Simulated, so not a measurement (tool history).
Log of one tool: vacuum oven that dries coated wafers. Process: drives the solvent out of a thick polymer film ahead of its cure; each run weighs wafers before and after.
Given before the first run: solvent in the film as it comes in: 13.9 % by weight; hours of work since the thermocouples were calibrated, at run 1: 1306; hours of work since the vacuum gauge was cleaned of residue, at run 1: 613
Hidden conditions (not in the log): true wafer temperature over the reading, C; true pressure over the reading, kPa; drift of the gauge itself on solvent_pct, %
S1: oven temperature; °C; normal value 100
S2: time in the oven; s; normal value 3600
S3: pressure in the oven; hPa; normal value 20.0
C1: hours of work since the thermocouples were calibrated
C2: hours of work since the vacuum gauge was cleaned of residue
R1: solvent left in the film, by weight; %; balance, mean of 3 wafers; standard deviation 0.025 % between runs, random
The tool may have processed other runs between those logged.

| run | hour | S1 | S2 | S3 | C1 | C2 | R1 |
|---|---|---|---|---|---|---|---|
| 1 | 0.0 | 100 | 3600 | 20.0 | 1306 | 613 | 1.90 |
| 2 | 17.4 | 100 | 3600 | 20.0 | 1315 | 622 | 1.94 |
| 3 | 40.3 | 100 | 3600 | 55.4 | 1326 | 634 | 3.95 |
| 4 | 59.2 | 100 | 3600 | 55.4 | 1336 | 643 | 3.93 |
| 5 | 89.8 | 100 | 3600 | 55.4 | 1352 | 659 | 3.94 |
| 6 | 103.0 | 100 | 3600 | 55.4 | 1358 | 666 | 3.91 |
| 7 | 132.8 | 100 | 3600 | 46.3 | 1374 | 681 | 3.40 |
| 8 | 155.8 | 110 | 3600 | 20.0 | 1385 | 693 | 1.04 |
| 9 | 178.6 | 87 | 3600 | 17.7 | 1397 | 704 | 4.23 |
| 10 | 203.7 | 87 | 3600 | 17.7 | 1410 | 717 | 4.18 |
|  | 207.2 | vacuum gauge cleaned of residue and calibrated |
|  | 219.4 | oven's thermocouples calibrated |
| 11 | 225.7 | 92 | 3600 | 36.7 | 3 | 8 | 4.73 |
| 12 | 243.8 | 94 | 3180 | 20.0 | 12 | 18 | 3.46 |
| 13 | 262.9 | 100 | 5220 | 20.0 | 22 | 27 | 1.68 |
| 14 | 290.3 | 100 | 2580 | 39.6 | 36 | 41 | 3.98 |

Each row is a separate what-if for the run after 14, all from the same tool condition, not one after another. Results?
| A | 308.9 | 109 | 3840 | 50.4 | 46 | 51 | ? |
| B | 308.9 | 94 | 5400 | 17.1 | 46 | 51 | ? |
| C | 308.9 | 100 | 1980 | 39.6 | 46 | 51 | ? |
| D | 308.9 | 93 | 4380 | 17.2 | 46 | 51 | ? |
| E | 308.9 | 102 | 2580 | 39.6 | 46 | 51 | ? |

| run | R1 |
|---|---|
| A | 2.57 |
| B | 2.12 |
| C | 4.67 |
| D | 2.65 |
| E | 3.57 |
What these runs would have given with no unlogged condition in the tool:
| run | R1 |
|---|---|
| A | 2.35 |
| B | 1.75 |
| C | 4.45 |
| D | 2.30 |
| E | 3.33 |
